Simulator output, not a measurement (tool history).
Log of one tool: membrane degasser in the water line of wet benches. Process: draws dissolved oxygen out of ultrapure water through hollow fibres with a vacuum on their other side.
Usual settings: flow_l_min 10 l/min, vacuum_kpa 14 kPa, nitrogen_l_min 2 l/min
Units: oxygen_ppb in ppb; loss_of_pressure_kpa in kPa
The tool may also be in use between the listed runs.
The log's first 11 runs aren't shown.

run	hour	flow_l_min	vacuum_kpa	nitrogen_l_min	hours since the membrane was changed	hours since the vacuum gauge was calibrated	hours since the vacuum lines were made tight	oxygen_ppb	loss_of_pressure_kpa
12	1508.5	10	23.6	2	7647	2305	753	271.6	43.33
13	1594.8	10	14	1.31	7733	2391	839	221.7	43.35
14	1784	10	14	1.31	7922	2580	1029	223.7	43.48
15	1909	6	14	2	8047	2705	1154	84.4	25.92
16	2074.5	6	21.1	2	8213	2871	1319	135.9	25.7
17	2275.2	6	21.1	2	8413	3072	1520	136.8	25.99
# hour 2444.1: gauge calibrated
18	2459.3	6	21.1	2	8597	3256	1704	134.7	26.36
19	2623.8	6	21.1	2	8762	3420	1869	137.5	26.53
20	2728.9	10	8.5	1.43	8867	3525	1974	119.4	43.79
21	2863	10	8.5	1.43	9001	3660	2108	118.7	43.96
22	3047.2	10	8.5	2.71	9185	3844	2292	76.9	44.02
23	3165.9	10	18.6	4.43	9304	3962	2411	116.6	43.86
24	3282.2	10	14	2	9420	4079	2527	157.8	44
25	3430.4	10	34	2.15	9568	4227	2675	362.5	43.96
26	3595.6	10	34	2.15	9734	4392	2840	371	43.81
27	3774.3	10	14.3	2.84	9912	4571	3019	122.7	43.15
28	3899.7	16	13.2	1.05	10038	4696	3144	437.1	69.34
29	4078.8	9	21	2.71	10217	4875	3323	163.1	39.21
30	4223.4	9	21	2.71	10361	5020	3468	163.8	38.98
31	4398	9	21	2.71	10536	5194	3643	166.9	38.8

Forecast each of these 3 alternatives for the next run:
# hour 4477.7: membrane cartridge changed
# hour 4520.3: gauge calibrated
A	4588.6	11	17	2.71	111	5381	3829	?	?
# hour 4477.7: membrane cartridge changed
# hour 4520.3: gauge calibrated
B	4588.6	9	21	1.74	111	5381	3829	?	?
# hour 4477.7: membrane cartridge changed
# hour 4520.3: gauge calibrated
C	4588.6	10	17.4	5.38	111	5381	3829	?	?

run	oxygen_ppb	loss_of_pressure_kpa
A	176.3	48.15
B	243.3	39.66
C	95.3	44.02
Without the tool's hidden state the same runs would have given:
run	oxygen_ppb	loss_of_pressure_kpa
A	176.1	48.19
B	243	39.7
C	95.2	44.06
